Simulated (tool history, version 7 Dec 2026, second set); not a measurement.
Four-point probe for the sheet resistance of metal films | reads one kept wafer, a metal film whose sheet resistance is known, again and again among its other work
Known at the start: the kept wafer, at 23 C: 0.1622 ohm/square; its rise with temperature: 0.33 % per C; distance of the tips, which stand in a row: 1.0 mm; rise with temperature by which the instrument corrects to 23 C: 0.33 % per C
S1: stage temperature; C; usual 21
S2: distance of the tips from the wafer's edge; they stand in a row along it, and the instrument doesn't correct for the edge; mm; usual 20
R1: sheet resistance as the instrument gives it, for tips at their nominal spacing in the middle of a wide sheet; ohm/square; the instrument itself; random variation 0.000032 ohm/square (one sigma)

| run | hour | S1 | S2 | R1 |
|---|---|---|---|---|
| 1 | 0 | 21 | 20 | 0.162297 |
| 2 | 19.1 | 21 | 20 | 0.162292 |
| 3 | 45.4 | 21 | 20 | 0.162275 |
| 4 | 76.8 | 21 | 20 | 0.162268 |
| 5 | 95.9 | 27 | 20 | 0.162402 |
| 6 | 111 | 27 | 20 | 0.162398 |
| 7 | 130.8 | 27 | 20 | 0.162326 |
| 8 | 159.9 | 27 | 20 | 0.162324 |
| 9 | 186.1 | 21 | 20 | 0.162184 |
| 10 | 204.6 | 21 | 20 | 0.162248 |
| 11 | 234.4 | 28 | 20 | 0.162362 |
| 12 | 248.2 | 29 | 20 | 0.162298 |
| 13 | 266.1 | 20 | 20 | 0.162265 |
| 14 | 282.7 | 21 | 4 | 0.167305 |
| 15 | 304.8 | 24 | 4 | 0.16735 |
|  | 307.5 | stage's thermometer calibrated |
| 16 | 325 | 34 | 4 | 0.167403 |
| 17 | 354.4 | 31 | 15 | 0.162502 |
| 18 | 383.5 | 27 | 29 | 0.162121 |
|  | 393.7 | stage's thermometer calibrated, once more |
| 19 | 403.8 | 27 | 29 | 0.162279 |
| 20 | 418.9 | 27 | 12 | 0.162784 |
| 21 | 439.4 | 25 | 21 | 0.162328 |
| 22 | 465.4 | 28 | 44 | 0.162211 |
| 23 | 494.2 | 24 | 69 | 0.162126 |

Forecast each of these 4 alternatives for the next run:
| A | 511.1 | 22 | 4 | ? |
| B | 511.1 | 33 | 14 | ? |
| C | 511.1 | 31 | 14 | ? |
| D | 511.1 | 24 | 48 | ? |

| run | R1 |
|---|---|
| A | 0.1673 |
| B | 0.162703 |
| C | 0.162631 |
| D | 0.162143 |
Without the tool's hidden state the same runs would have given:
| run | R1 |
|---|---|
| A | 0.167419 |
| B | 0.162819 |
| C | 0.162748 |
| D | 0.162259 |

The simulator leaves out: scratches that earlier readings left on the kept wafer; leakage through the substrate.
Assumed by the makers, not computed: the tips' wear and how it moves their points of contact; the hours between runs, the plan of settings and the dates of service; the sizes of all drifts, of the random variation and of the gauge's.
